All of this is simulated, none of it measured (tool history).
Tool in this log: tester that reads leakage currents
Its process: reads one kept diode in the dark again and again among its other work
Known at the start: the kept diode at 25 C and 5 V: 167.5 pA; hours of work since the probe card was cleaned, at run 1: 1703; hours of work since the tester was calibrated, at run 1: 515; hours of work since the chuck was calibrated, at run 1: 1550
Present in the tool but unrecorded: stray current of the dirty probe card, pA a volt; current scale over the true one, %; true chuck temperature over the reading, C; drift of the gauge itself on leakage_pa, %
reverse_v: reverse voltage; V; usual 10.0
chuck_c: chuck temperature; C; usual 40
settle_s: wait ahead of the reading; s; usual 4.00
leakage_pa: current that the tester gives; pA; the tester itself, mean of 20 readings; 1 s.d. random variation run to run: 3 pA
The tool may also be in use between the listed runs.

run	hour	reverse_v	chuck_c	settle_s	hours of work since the probe card was cleaned	hours of work since the tester was calibrated	hours of work since the chuck was calibrated	leakage_pa
1	0.0	10.0	40	4.00	1703	515	1550	984.23
2	33.6	10.0	40	4.00	1718	531	1566	990.40
3	69.6	10.0	40	4.00	1734	547	1582	983.23
4	107.7	10.0	40	4.00	1752	564	1599	991.77
5	141.4	10.0	40	4.00	1767	580	1615	983.33
6	159.0	10.0	40	4.00	1775	588	1623	988.39
7	183.4	10.0	40	4.00	1786	599	1634	987.90
8	209.8	10.0	40	4.00	1798	611	1646	990.75
9	236.3	10.0	40	4.00	1810	623	1658	984.12
10	273.8	10.0	40	4.00	1827	640	1675	983.44
11	300.3	10.0	40	4.00	1840	652	1687	986.84
12	331.7	1.9	58	0.83	1854	667	1702	1665.68
13	354.6	13.5	40	4.00	1864	677	1712	1173.23
14	377.4	13.5	40	4.00	1875	688	1722	1171.35
15	409.1	1.3	33	1.01	1889	702	1737	162.21
16	437.2	10.0	47	0.36	1902	715	1750	1797.56
17	470.3	1.2	40	4.00	1917	730	1765	288.96
# hour 499.1: probe card cleaned and baked
18	514.3	9.7	33	0.88	7	749	1784	524.50
19	540.1	9.1	54	8.69	19	760	1795	3006.49
20	579.4	4.2	54	3.47	37	778	1813	1907.91
21	596.9	4.2	21	1.70	45	786	1821	103.83
22	625.6	4.2	21	0.34	58	799	1834	105.35

4 options for the next run, each taken on its own from the tool as it stands now. Forecast them:
A	653.9	10.0	40	4.39	71	812	1847	?
B	653.9	1.9	22	8.37	71	812	1847	?
C	653.9	1.2	25	3.16	71	812	1847	?
D	653.9	3.8	28	0.91	71	812	1847	?

run	leakage_pa
A	984.65
B	71.66
C	73.49
D	190.39
What these runs would have given with no unlogged condition in the tool:
run	leakage_pa
A	983.41
B	71.56
C	73.39
D	190.13

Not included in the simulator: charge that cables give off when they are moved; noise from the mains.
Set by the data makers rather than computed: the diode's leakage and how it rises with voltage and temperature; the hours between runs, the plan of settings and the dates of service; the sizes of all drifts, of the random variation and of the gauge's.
